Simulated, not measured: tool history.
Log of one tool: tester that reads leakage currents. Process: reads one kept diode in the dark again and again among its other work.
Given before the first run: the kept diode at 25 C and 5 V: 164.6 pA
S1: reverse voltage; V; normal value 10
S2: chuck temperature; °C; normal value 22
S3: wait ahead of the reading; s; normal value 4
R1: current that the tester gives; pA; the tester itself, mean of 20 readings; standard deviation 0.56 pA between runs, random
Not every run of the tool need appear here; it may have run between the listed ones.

run	day	S1	S2	S3	R1
1	0	10	22	4	217.82
2	3.658	10	22	4	218.04
3	7.404	10	38	4	704.81
4	11.471	10	38	4	707.24
5	16.204	10	38	4	714.22
6	20.196	10	24	4	280.67
7	24.75	10	24	4	282.74
8	29.425	10	24	4	284
9	34.55	10	24	4	287.78
10	42.121	10	24	4	268.45
11	49.933	1.4	25	4	91.68
12	57.55	10	22	0.53	243.34
13	64.692	10	22	0.53	192.42
14	69.379	1.5	41	1.5	302.4
15	76.8	1.5	41	1.5	303.58
16	83.571	10	56	4	2347.26
17	87.492	10	22	0.84	202.59
18	90.988	1.4	57	1.12	893.55

The log once held 3 entries between its listed runs, left out of this copy. Where does each go, and what is different about the tool's unlogged condition between the listed run before it and the listed run after it?
In the gap between runs 5 and 6: probe card cleaned and baked (day 19.158)
  stray current of the dirty probe card, pA a volt: 2.587 -> 4.454; current scale over the true one, %: -0.53 -> -0.54; true chuck temperature over the reading, C: 0.87 -> 0.92
  measured result minus the result with no hidden state, R1: +64.95 -> +60.08 pA
In the gap between runs 9 and 10: chuck's temperature calibrated (day 35.429)
  stray current of the dirty probe card, pA a volt: 4.797 -> 4.985; current scale over the true one, %: -0.57 -> -0.59; true chuck temperature over the reading, C: 1.13 -> 0.01
  measured result minus the result with no hidden state, R1: +67.36 -> +48.45 pA
In the gap between runs 12 and 13: probe card cleaned and baked, once more (day 61.975)
  stray current of the dirty probe card, pA a volt: 5.363 -> 0.089; current scale over the true one, %: -0.63 -> -0.64; true chuck temperature over the reading, C: 0.23 -> 0.33
  measured result minus the result with no hidden state, R1: +55.51 -> +4.6 pA

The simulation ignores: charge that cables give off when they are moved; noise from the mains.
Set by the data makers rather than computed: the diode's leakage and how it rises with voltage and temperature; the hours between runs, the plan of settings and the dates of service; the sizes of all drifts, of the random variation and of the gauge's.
